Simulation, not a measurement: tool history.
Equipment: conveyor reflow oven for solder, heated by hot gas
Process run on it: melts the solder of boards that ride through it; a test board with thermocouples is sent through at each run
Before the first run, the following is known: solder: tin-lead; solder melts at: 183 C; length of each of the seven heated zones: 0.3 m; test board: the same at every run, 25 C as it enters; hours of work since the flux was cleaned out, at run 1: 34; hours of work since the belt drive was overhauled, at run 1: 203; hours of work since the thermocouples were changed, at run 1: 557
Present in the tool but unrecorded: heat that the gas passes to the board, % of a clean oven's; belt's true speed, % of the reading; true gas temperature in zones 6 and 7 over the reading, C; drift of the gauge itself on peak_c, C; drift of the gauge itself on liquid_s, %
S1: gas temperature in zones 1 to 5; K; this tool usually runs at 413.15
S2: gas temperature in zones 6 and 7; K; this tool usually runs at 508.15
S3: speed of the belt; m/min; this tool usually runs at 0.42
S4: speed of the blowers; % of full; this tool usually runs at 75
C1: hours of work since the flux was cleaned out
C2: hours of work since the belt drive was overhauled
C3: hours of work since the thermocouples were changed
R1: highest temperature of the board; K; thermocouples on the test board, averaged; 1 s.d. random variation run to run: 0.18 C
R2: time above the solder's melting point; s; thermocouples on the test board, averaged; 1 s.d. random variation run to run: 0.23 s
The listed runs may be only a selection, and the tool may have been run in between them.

Run 1, hour 0: usual settings; C1 34; C2 203; C3 557. Result: R1 493.05 K, R2 67.4 s.
Run 2, hour 6.4: usual settings; C1 38; C2 208; C3 562. Result: R1 493.25 K, R2 67 s.
Run 3, hour 16.9: usual settings; C1 45; C2 215; C3 569. Result: R1 493.45 K, R2 67.5 s.
Run 4, hour 28.4: usual settings; C1 53; C2 223; C3 577. Result: R1 493.25 K, R2 67.3 s.
Run 5, hour 33.5: usual settings; C1 56; C2 226; C3 580. Result: R1 492.95 K, R2 67.5 s.
Run 6, hour 44.8: usual settings but S3 0.489 m/min; C1 64; C2 234; C3 588. Result: R1 487.85 K, R2 53 s.
Run 7, hour 55: usual settings but S3 0.479 m/min; C1 71; C2 240; C3 594. Result: R1 488.55 K, R2 55 s.
Run 8, hour 64.1: usual settings but S3 0.479 m/min; C1 77; C2 247; C3 601. Result: R1 488.55 K, R2 54.6 s.
Run 9, hour 70.7: usual settings but S3 0.479 m/min; C1 81; C2 251; C3 605. Result: R1 488.35 K, R2 54.4 s.
Run 10, hour 81.9: usual settings but S3 0.405 m/min; C1 89; C2 259; C3 612. Result: R1 493.65 K, R2 71 s.
Run 11, hour 91.9: usual settings; C1 96; C2 265; C3 619. Result: R1 492.95 K, R2 67.1 s.
Run 12, hour 100.2: usual settings; C1 101; C2 271; C3 625. Result: R1 493.15 K, R2 67 s.
Run 13, hour 111.1: usual settings but S4 89 % of full; C1 108; C2 278; C3 632. Result: R1 496.45 K, R2 70 s.
At hour 116.7: flux residue cleaned out of gas plates and filters.
Run 14, hour 124.2: usual settings; C1 5; C2 284; C3 638. Result: R1 492.35 K, R2 66 s.
Run 15, hour 130.1: usual settings but S1 398.15 K; C1 9; C2 288; C3 642. Result: R1 488.65 K, R2 58 s.
Run 16, hour 136.5: usual settings but S1 398.15 K, S2 506.15 K, S3 0.495 m/min; C1 13; C2 292; C3 646. Result: R1 480.45 K, R2 40.2 s.
Run 17, hour 141.6: usual settings but S1 398.15 K, S2 501.15 K, S3 0.413 m/min, S4 69 % of full; C1 17; C2 295; C3 649. Result: R1 481.55 K, R2 50.9 s.
Run 18, hour 153: usual settings but S1 421.15 K, S2 501.15 K, S3 0.413 m/min, S4 69 % of full; C1 24; C2 303; C3 657. Result: R1 486.35 K, R2 65.3 s.
Run 19, hour 162.5: usual settings but S2 511.15 K; C1 31; C2 309; C3 663. Result: R1 493.85 K, R2 68.2 s.
At hour 169.4: flux residue cleaned out of gas plates and filters, once more.
Run 20, hour 177.2: usual settings but S1 400.15 K, S3 0.371 m/min; C1 5; C2 316; C3 670. Result: R1 495.55 K, R2 75.2 s.
Run 21, hour 184.2: usual settings but S1 400.15 K, S3 0.371 m/min; C1 10; C2 321; C3 675. Result: R1 496.15 K, R2 74.7 s.
Run 22, hour 192: usual settings but S1 400.15 K, S2 500.15 K, S3 0.371 m/min, S4 77 % of full; C1 15; C2 326; C3 680. Result: R1 489.25 K, R2 69.1 s.
Run 23, hour 199.5: usual settings but S1 410.15 K; C1 20; C2 331; C3 685. Result: R1 493.55 K, R2 66.8 s.
Run 24, hour 210.8: usual settings but S1 423.15 K, S3 0.437 m/min; C1 28; C2 338; C3 692. Result: R1 494.85 K, R2 70.4 s.
Run 25, hour 217.3: usual settings but S1 423.15 K, S3 0.437 m/min, S4 81 % of full; C1 32; C2 343; C3 697. Result: R1 496.05 K, R2 71.4 s.
Run 26, hour 226.8: usual settings but S1 423.15 K, S3 0.493 m/min, S4 56 % of full; C1 39; C2 349; C3 703. Result: R1 483.45 K, R2 51.4 s.
Run 27, hour 236.2: usual settings but S1 423.15 K, S3 0.493 m/min, S4 56 % of full; C1 45; C2 356; C3 709. Result: R1 483.35 K, R2 50.8 s.
Run 28, hour 243.3: usual settings but S1 419.15 K, S3 0.493 m/min, S4 87 % of full; C1 50; C2 360; C3 714. Result: R1 492.95 K, R2 59.4 s.
Run 29, hour 249.7: usual settings but S3 0.344 m/min, S4 58 % of full; C1 54; C2 365; C3 719. Result: R1 494.95 K, R2 84.8 s.
Run 30, hour 260.1: usual settings but S2 516.15 K; C1 61; C2 372; C3 726. Result: R1 500.65 K, R2 72.8 s.

Alternative continuations, all from the tool just after run 30; predict every row:
Run A, hour 265.8: usual settings but S2 512.15 K, S3 0.444 m/min, S4 57 % of full; C1 65; C2 375; C3 729. Result: R1 ?, R2 ?.
Run B, hour 265.8: usual settings but S1 425.15 K, S2 509.15 K, S3 0.342 m/min; C1 65; C2 375; C3 729. Result: R1 ?, R2 ?.
Run C, hour 265.8: usual settings but S1 398.15 K; C1 65; C2 375; C3 729. Result: R1 ?, R2 ?.
Run D, hour 265.8: usual settings but S1 427.15 K, S2 516.15 K, S3 0.496 m/min; C1 65; C2 375; C3 729. Result: R1 ?, R2 ?.

run      R1    R2
  A  488.45  58.1
  B  501.95  97.7
  C  490.85  60.6
  D  497.55  64.5
What these runs would have given with no unlogged condition in the tool:
run      R1    R2
  A  486.75    56
  B  499.95  95.5
  C  489.25  58.7
  D  495.95    63

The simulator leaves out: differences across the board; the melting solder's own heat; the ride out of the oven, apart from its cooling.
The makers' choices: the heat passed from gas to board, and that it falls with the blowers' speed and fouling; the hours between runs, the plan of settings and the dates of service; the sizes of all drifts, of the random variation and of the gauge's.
